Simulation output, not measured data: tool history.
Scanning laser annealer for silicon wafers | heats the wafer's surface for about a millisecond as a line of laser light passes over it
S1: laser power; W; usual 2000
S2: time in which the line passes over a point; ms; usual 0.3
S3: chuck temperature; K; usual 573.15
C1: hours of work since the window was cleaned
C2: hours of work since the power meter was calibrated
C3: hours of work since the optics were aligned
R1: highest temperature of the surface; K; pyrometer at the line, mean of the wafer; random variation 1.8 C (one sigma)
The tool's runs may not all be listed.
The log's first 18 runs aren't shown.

run,hour,S1,S2,S3,C1,C2,C3,R1
19,298.7,2000,0.3,573.15,229,9,302,1315.15
20,319.3,1893,0.3,573.15,238,18,311,1279.15
21,334.1,1893,0.3,573.15,245,25,317,1280.15
22,352.9,1704,0.358,565.15,253,34,326,1269.15
23,373.4,2000,0.219,574.15,262,43,335,1201.15
24,385.5,2000,0.219,574.15,268,48,340,1199.15
25,394.4,2000,0.219,574.15,272,52,344,1200.15
26,403.6,2000,0.219,574.15,276,56,348,1202.15
27,413.1,2000,0.327,548.15,280,60,353,1320.15
28,425.9,1947,0.213,539.15,286,66,358,1138.15
29,442.6,1702,0.213,566.15,293,74,366,1096.15
30,461.3,1761,0.3,593.15,302,82,374,1253.15
31,480.1,2000,0.271,548.15,310,90,383,1250.15
32,499.1,2000,0.271,548.15,318,99,391,1243.15
33,510.7,1880,0.278,564.15,324,104,396,1237.15
34,520.3,1880,0.278,564.15,328,108,401,1234.15
35,530.7,1848,0.3,573.15,333,113,405,1259.15
36,542.5,1884,0.3,573.15,338,118,410,1272.15
37,558.9,2000,0.328,573.15,345,126,418,1348.15
38,571.3,2000,0.328,601.15,351,131,423,1375.15
39,579.9,2000,0.328,601.15,355,135,427,1371.15
40,590,2090,0.274,535.15,359,140,432,1263.15
41,609.6,1828,0.302,578.15,368,148,441,1262.15

Forecast each of these 4 alternatives for the next run:
A,621.2,1967,0.3,566.15,373,153,446,?
B,621.2,2000,0.3,572.15,373,153,446,?
C,621.2,2039,0.302,578.15,373,153,446,?
D,621.2,1766,0.3,568.15,373,153,446,?

run,R1
A,1291.15
B,1309.15
C,1330.15
D,1219.15
Without the tool's hidden state the same runs would have given:
run,R1
A,1310.15
B,1328.15
C,1350.15
D,1236.15
